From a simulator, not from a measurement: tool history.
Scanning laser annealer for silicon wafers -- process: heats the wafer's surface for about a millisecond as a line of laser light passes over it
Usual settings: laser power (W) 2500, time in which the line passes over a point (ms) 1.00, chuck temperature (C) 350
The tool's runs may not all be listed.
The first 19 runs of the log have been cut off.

run   hour  laser power (W)  time in which the line passes over a point (ms)  chuck temperature (C)  highest temperature of the surface (C)
 20  336.5             2557                                             1.00                    350                                    1123
 21  358.8             2364                                             1.00                    340                                    1058
 22  370.4             2364                                             1.00                    340                                    1054
 23  388.1             2364                                             1.00                    340                                    1054
 24  411.4             2500                                             0.80                    350                                    1030
     416.4  -- laser's power meter calibrated
     429.2  -- window over the wafer cleaned
 25  429.2             2500                                             0.80                    350                                    1051
 26  447.3             2500                                             0.82                    340                                    1047
 27  462.6             2571                                             1.00                    330                                    1121
 28  486.2             2635                                             1.08                    345                                    1183
 29  496.8             2411                                             1.06                    390                                    1154
 30  510.1             2500                                             0.89                    350                                    1084
 31  524.7             2677                                             0.95                    350                                    1152
 32  548.2             2395                                             1.05                    329                                    1089
     564.5  -- laser's power meter calibrated, once more
 33  568.1             2396                                             1.11                    338                                    1112
 34  582.8             2218                                             1.00                    358                                    1047
 35  596.9             2218                                             1.00                    358                                    1046
 36  611.3             2500                                             1.00                    338                                    1105
 37  623.2             2504                                             1.19                    390                                    1217
 38  635.7             2500                                             1.00                    334                                    1100
 39  647.2             2500                                             1.00                    334                                    1097
 40  668.1             2176                                             1.00                    383                                    1057

3 ways to go on from here, each from the tool as it stands after run 40. What would each give?
  A  690.3             2500                                             0.92                    382                                       ?
  B  690.3             2153                                             0.92                    342                                       ?
  C  690.3             2181                                             1.13                    388                                       ?

run  highest temperature of the surface (C)
  A                                    1118
  B                                     989
  C                                    1099
Without the tool's hidden state the same runs would have given:
run  highest temperature of the surface (C)
  A                                    1139
  B                                    1007
  C                                    1118
